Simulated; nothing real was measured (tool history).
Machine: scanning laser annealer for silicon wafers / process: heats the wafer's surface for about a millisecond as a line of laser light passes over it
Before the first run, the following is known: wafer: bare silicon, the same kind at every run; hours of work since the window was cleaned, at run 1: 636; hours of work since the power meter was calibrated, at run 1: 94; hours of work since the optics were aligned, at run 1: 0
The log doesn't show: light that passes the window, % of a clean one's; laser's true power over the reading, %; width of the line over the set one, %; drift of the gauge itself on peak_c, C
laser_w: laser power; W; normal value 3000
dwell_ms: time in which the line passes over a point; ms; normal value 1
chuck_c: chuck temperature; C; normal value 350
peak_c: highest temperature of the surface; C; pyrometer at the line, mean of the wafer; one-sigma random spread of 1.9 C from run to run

run,hour,laser_w,dwell_ms,chuck_c,hours of work since the window was cleaned,hours of work since the power meter was calibrated,hours of work since the optics were aligned,peak_c
1,0,3000,1,350,636,94,0,1189
2,4.3,3000,1,350,639,96,3,1190
3,10.5,3000,1,350,642,100,6,1187
4,18.4,3000,1,350,647,105,11,1192
5,26.6,2779,1,350,652,109,16,1125
6,35.9,2779,1,350,657,115,21,1127
7,42.3,3000,1,350,661,119,25,1190
8,51.8,3000,1,350,667,124,30,1190
9,60.9,3000,1,350,672,130,36,1187
10,65.3,3000,0.7,350,674,132,38,1033
11,70.7,3000,0.7,350,678,135,41,1033
12,80.3,3000,0.7,350,683,141,47,1036
13,85.6,3000,1,376,686,144,50,1214
14,93.4,3000,0.7,350,691,149,55,1034
15,100.2,3126,1.03,365,695,153,59,1250
16,108.5,3200,0.72,374,700,157,64,1113
17,114.2,3002,1.04,377,703,161,67,1235
18,123.4,3286,0.91,350,708,166,72,1220
19,131.9,3050,0.99,378,713,171,77,1224
20,137.1,3050,0.99,378,716,174,80,1223
21,141.5,3050,0.99,378,719,177,83,1226
22,146.1,2771,0.72,384,722,179,86,1026
23,153.7,2550,0.72,354,726,184,90,946

Run 24 has not been measured yet. What should we expect?
24,162.5,2886,0.72,354,731,189,95,?

Run 24 gave peak_c 1022 C.
If the tool had no hidden condition, the same run with the same run-to-run variation would have returned peak_c 1023 C.
